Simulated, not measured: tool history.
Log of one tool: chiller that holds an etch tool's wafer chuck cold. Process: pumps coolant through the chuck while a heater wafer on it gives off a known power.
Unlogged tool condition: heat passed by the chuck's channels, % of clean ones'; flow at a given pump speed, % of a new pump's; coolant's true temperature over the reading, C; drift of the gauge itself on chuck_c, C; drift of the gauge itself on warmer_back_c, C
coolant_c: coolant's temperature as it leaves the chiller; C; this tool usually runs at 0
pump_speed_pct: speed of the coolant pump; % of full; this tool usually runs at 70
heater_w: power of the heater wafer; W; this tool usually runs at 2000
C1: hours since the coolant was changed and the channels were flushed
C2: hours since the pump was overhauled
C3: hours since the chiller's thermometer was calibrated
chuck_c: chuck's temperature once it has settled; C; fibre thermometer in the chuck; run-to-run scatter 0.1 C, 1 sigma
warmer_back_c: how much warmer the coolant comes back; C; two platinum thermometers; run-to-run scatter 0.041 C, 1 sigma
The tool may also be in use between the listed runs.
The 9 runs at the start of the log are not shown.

{"run": 10, "hour": 262.8, "coolant_c": 0, "pump_speed_pct": 70, "heater_w": 2661, "C1": 2669, "C2": 342, "C3": 1783, "chuck_c": 24.8, "warmer_back_c": 12.47}
{"run": 11, "hour": 287.9, "coolant_c": 0, "pump_speed_pct": 70, "heater_w": 2000, "C1": 2694, "C2": 367, "C3": 1808, "chuck_c": 18.6, "warmer_back_c": 9.45}
{"run": 12, "hour": 305.0, "coolant_c": 0, "pump_speed_pct": 70, "heater_w": 2796, "C1": 2711, "C2": 384, "C3": 1825, "chuck_c": 26.1, "warmer_back_c": 13.2}
{"run": 13, "hour": 335.1, "coolant_c": 0, "pump_speed_pct": 70, "heater_w": 2796, "C1": 2741, "C2": 415, "C3": 1855, "chuck_c": 25.9, "warmer_back_c": 13.24}
{"run": 14, "hour": 371.5, "coolant_c": -1, "pump_speed_pct": 70, "heater_w": 2796, "C1": 2778, "C2": 451, "C3": 1891, "chuck_c": 25.0, "warmer_back_c": 13.27}
{"run": 15, "hour": 397.9, "coolant_c": -1, "pump_speed_pct": 70, "heater_w": 2796, "C1": 2804, "C2": 477, "C3": 1918, "chuck_c": 25.0, "warmer_back_c": 13.17}
{"run": 16, "hour": 437.9, "coolant_c": -1, "pump_speed_pct": 70, "heater_w": 2796, "C1": 2844, "C2": 517, "C3": 1958, "chuck_c": 25.0, "warmer_back_c": 13.22}
{"run": 17, "hour": 458.8, "coolant_c": -1, "pump_speed_pct": 70, "heater_w": 2796, "C1": 2865, "C2": 538, "C3": 1979, "chuck_c": 25.1, "warmer_back_c": 13.19}

For run 18, what comes out?
{"run": 18, "hour": 486.3, "coolant_c": -2, "pump_speed_pct": 91, "heater_w": 1702, "C1": 2892, "C2": 566, "C3": 2006, "chuck_c": "?", "warmer_back_c": "?"}

{"run 18": {"chuck_c": 11.0, "warmer_back_c": 6.14}}
Had the tool carried no hidden state, the very same run would have given chuck_c 11.0 C, warmer_back_c 5.94 C.
